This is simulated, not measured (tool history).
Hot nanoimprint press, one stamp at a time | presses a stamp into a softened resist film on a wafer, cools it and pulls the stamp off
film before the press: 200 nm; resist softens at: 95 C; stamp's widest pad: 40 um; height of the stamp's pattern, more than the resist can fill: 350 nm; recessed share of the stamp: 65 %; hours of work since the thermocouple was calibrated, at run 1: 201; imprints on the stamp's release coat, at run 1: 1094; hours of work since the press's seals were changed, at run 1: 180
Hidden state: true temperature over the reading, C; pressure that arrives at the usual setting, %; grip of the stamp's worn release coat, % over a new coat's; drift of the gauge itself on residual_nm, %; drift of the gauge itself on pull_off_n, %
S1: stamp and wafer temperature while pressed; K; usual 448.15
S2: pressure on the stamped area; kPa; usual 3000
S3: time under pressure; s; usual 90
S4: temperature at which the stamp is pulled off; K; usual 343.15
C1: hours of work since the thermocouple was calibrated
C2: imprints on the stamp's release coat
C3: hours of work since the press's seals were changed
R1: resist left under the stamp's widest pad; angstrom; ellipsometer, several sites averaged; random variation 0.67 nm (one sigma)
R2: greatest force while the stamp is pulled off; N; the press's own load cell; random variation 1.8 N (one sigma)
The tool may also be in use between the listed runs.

{"run": 1, "hour": 0.0, "S1": 448.15, "S2": 3000, "S3": 90, "S4": 343.15, "C1": 201, "C2": 1094, "C3": 180, "R1": 945, "R2": 224}
{"run": 2, "hour": 6.8, "S1": 448.15, "S2": 3000, "S3": 90, "S4": 343.15, "C1": 204, "C2": 1110, "C3": 183, "R1": 934, "R2": 226}
{"run": 3, "hour": 13.1, "S1": 448.15, "S2": 3000, "S3": 85, "S4": 343.15, "C1": 207, "C2": 1124, "C3": 186, "R1": 950, "R2": 226}
{"run": 4, "hour": 21.9, "S1": 448.15, "S2": 3000, "S3": 85, "S4": 343.15, "C1": 211, "C2": 1144, "C3": 190, "R1": 953, "R2": 227}
{"run": 5, "hour": 27.3, "S1": 448.15, "S2": 3000, "S3": 85, "S4": 343.15, "C1": 214, "C2": 1157, "C3": 192, "R1": 969, "R2": 227}
{"run": 6, "hour": 37.8, "S1": 448.15, "S2": 3000, "S3": 85, "S4": 343.15, "C1": 218, "C2": 1181, "C3": 197, "R1": 969, "R2": 228}
{"run": 7, "hour": 46.8, "S1": 448.15, "S2": 3000, "S3": 90, "S4": 339.15, "C1": 223, "C2": 1201, "C3": 202, "R1": 936, "R2": 231}
{"run": 8, "hour": 51.7, "S1": 448.15, "S2": 3000, "S3": 90, "S4": 339.15, "C1": 225, "C2": 1213, "C3": 204, "R1": 942, "R2": 233}
{"run": 9, "hour": 57.1, "S1": 448.15, "S2": 3000, "S3": 90, "S4": 343.15, "C1": 228, "C2": 1225, "C3": 206, "R1": 946, "R2": 223}
{"run": 10, "hour": 65.2, "S1": 442.15, "S2": 3000, "S3": 90, "S4": 343.15, "C1": 231, "C2": 1244, "C3": 210, "R1": 1161, "R2": 228}
{"run": 11, "hour": 74.8, "S1": 454.15, "S2": 3000, "S3": 90, "S4": 343.15, "C1": 236, "C2": 1266, "C3": 215, "R1": 773, "R2": 226}
{"run": 12, "hour": 84.2, "S1": 454.15, "S2": 3000, "S3": 90, "S4": 343.15, "C1": 240, "C2": 1287, "C3": 219, "R1": 762, "R2": 227}
{"run": 13, "hour": 91.7, "S1": 454.15, "S2": 3000, "S3": 90, "S4": 343.15, "C1": 244, "C2": 1304, "C3": 223, "R1": 765, "R2": 230}
{"run": 14, "hour": 101.2, "S1": 454.15, "S2": 3000, "S3": 90, "S4": 343.15, "C1": 248, "C2": 1326, "C3": 227, "R1": 757, "R2": 225}
{"run": 15, "hour": 105.9, "S1": 454.15, "S2": 3000, "S3": 90, "S4": 343.15, "C1": 251, "C2": 1337, "C3": 229, "R1": 755, "R2": 227}
{"run": 16, "hour": 115.1, "S1": 458.15, "S2": 1810, "S3": 144, "S4": 336.15, "C1": 255, "C2": 1358, "C3": 234, "R1": 773, "R2": 237}
{"run": 17, "hour": 122.0, "S1": 456.15, "S2": 3010, "S3": 84, "S4": 334.15, "C1": 258, "C2": 1374, "C3": 237, "R1": 733, "R2": 238}
{"run": 18, "hour": 126.7, "S1": 448.15, "S2": 2020, "S3": 90, "S4": 341.15, "C1": 260, "C2": 1385, "C3": 239, "R1": 1166, "R2": 235}
{"run": 19, "hour": 137.0, "S1": 448.15, "S2": 4550, "S3": 90, "S4": 334.15, "C1": 265, "C2": 1408, "C3": 244, "R1": 742, "R2": 242}
{"run": 20, "hour": 142.7, "S1": 448.15, "S2": 4550, "S3": 90, "S4": 334.15, "C1": 268, "C2": 1421, "C3": 247, "R1": 753, "R2": 242}
{"run": 21, "hour": 149.1, "S1": 448.15, "S2": 4550, "S3": 90, "S4": 334.15, "C1": 271, "C2": 1436, "C3": 250, "R1": 748, "R2": 241}
{"run": 22, "hour": 156.4, "S1": 448.15, "S2": 4550, "S3": 90, "S4": 334.15, "C1": 274, "C2": 1453, "C3": 253, "R1": 755, "R2": 239}
{"run": 23, "hour": 163.3, "S1": 448.15, "S2": 4040, "S3": 90, "S4": 343.15, "C1": 278, "C2": 1469, "C3": 256, "R1": 797, "R2": 233}
{"run": 24, "hour": 171.3, "S1": 448.15, "S2": 4040, "S3": 90, "S4": 343.15, "C1": 281, "C2": 1487, "C3": 260, "R1": 808, "R2": 234}
{"run": 25, "hour": 176.2, "S1": 448.15, "S2": 4040, "S3": 90, "S4": 339.15, "C1": 284, "C2": 1498, "C3": 263, "R1": 803, "R2": 238}
{"run": 26, "hour": 182.6, "S1": 457.15, "S2": 1920, "S3": 71, "S4": 343.15, "C1": 287, "C2": 1513, "C3": 266, "R1": 960, "R2": 230}
{"run": 27, "hour": 189.5, "S1": 457.15, "S2": 1920, "S3": 71, "S4": 343.15, "C1": 290, "C2": 1529, "C3": 269, "R1": 973, "R2": 232}
{"run": 28, "hour": 197.0, "S1": 448.15, "S2": 1850, "S3": 90, "S4": 342.15, "C1": 293, "C2": 1546, "C3": 272, "R1": 1221, "R2": 229}
{"run": 29, "hour": 202.3, "S1": 443.15, "S2": 2300, "S3": 52, "S4": 343.15, "C1": 296, "C2": 1558, "C3": 275, "R1": 1464, "R2": 231}

Some steps in R1 between neighbouring runs. How much of each would the tool show without its hidden state too (settings, what came in, random variation), and how much is left for the hidden state, with any gauge scatter that isn't in both results?
Run 10 -> 11: S1 442.15 -> 454.15. R1 -388 angstrom: hidden state -16, all else -372.
Run 17 -> 18: S1 456.15 -> 448.15, S2 3010 -> 2020, S3 84 -> 90, S4 334.15 -> 341.15. R1 +433 angstrom: hidden state +15, all else +418.
Run 18 -> 19: S2 2020 -> 4550, S4 341.15 -> 334.15. R1 -424 angstrom: hidden state -7, all else -417.

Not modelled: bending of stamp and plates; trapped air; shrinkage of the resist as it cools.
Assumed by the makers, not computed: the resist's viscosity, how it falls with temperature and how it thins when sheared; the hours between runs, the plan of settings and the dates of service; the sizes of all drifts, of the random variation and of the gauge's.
